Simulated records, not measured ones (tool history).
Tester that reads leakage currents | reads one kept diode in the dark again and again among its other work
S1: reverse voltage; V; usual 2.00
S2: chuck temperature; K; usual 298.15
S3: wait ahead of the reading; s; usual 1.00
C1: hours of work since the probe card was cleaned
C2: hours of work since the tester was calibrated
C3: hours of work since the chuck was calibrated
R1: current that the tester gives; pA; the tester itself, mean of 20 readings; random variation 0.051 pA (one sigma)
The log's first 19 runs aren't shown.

| run | hour | S1 | S2 | S3 | C1 | C2 | C3 | R1 |
|---|---|---|---|---|---|---|---|---|
| 20 | 576.4 | 2.00 | 298.15 | 1.00 | 1462 | 636 | 1243 | 5.81 |
| 21 | 599.3 | 2.00 | 312.15 | 6.82 | 1474 | 648 | 1254 | 11.00 |
| 22 | 618.0 | 2.00 | 312.15 | 6.82 | 1483 | 657 | 1264 | 10.83 |
| 23 | 657.2 | 5.27 | 293.15 | 0.33 | 1503 | 677 | 1283 | 14.41 |
| 24 | 695.8 | 5.27 | 293.15 | 0.33 | 1522 | 696 | 1303 | 14.46 |
| 25 | 715.2 | 5.27 | 293.15 | 0.33 | 1532 | 706 | 1313 | 14.42 |
| 26 | 754.0 | 2.00 | 298.15 | 3.70 | 1551 | 726 | 1332 | 5.38 |
|  | 758.9 | chuck's temperature calibrated |
| 27 | 790.3 | 2.00 | 298.15 | 3.70 | 1568 | 743 | 16 | 5.63 |
| 28 | 813.6 | 12.65 | 297.15 | 5.35 | 1580 | 755 | 27 | 21.73 |
| 29 | 854.7 | 12.65 | 297.15 | 0.82 | 1601 | 775 | 48 | 26.54 |
| 30 | 892.4 | 1.06 | 298.15 | 1.00 | 1620 | 794 | 67 | 3.74 |
|  | 904.4 | chuck's temperature calibrated, once more |
| 31 | 923.7 | 1.06 | 294.15 | 1.00 | 1635 | 809 | 10 | 3.04 |
| 32 | 958.0 | 1.14 | 298.15 | 0.62 | 1652 | 826 | 27 | 4.08 |
| 33 | 982.5 | 2.26 | 318.15 | 9.74 | 1664 | 838 | 39 | 16.08 |
| 34 | 1001.8 | 8.09 | 302.15 | 9.74 | 1674 | 848 | 49 | 17.71 |
| 35 | 1024.5 | 8.09 | 302.15 | 9.74 | 1685 | 860 | 60 | 17.77 |
| 36 | 1055.1 | 1.63 | 302.15 | 1.00 | 1701 | 875 | 76 | 6.12 |
| 37 | 1075.7 | 4.00 | 304.15 | 1.53 | 1711 | 885 | 86 | 12.25 |
| 38 | 1119.5 | 2.00 | 298.15 | 4.48 | 1733 | 907 | 108 | 5.37 |
| 39 | 1157.2 | 6.47 | 298.15 | 9.11 | 1752 | 926 | 127 | 13.14 |

5 ways to go on from here, each from the tool as it stands after run 39. What would each give?
| A | 1187.2 | 4.77 | 325.15 | 0.56 | 1767 | 941 | 142 | ? |
| B | 1187.2 | 1.63 | 298.15 | 1.00 | 1767 | 941 | 142 | ? |
| C | 1187.2 | 6.47 | 298.15 | 9.11 | 1767 | 941 | 142 | ? |
| D | 1187.2 | 1.05 | 309.15 | 5.91 | 1767 | 941 | 142 | ? |
| E | 1187.2 | 1.26 | 315.15 | 7.48 | 1767 | 941 | 142 | ? |

| run | R1 |
|---|---|
| A | 40.89 |
| B | 5.17 |
| C | 13.28 |
| D | 5.93 |
| E | 9.61 |
Without the tool's hidden state the same runs would have given:
| run | R1 |
|---|---|
| A | 35.53 |
| B | 3.42 |
| C | 6.38 |
| D | 4.77 |
| E | 8.19 |
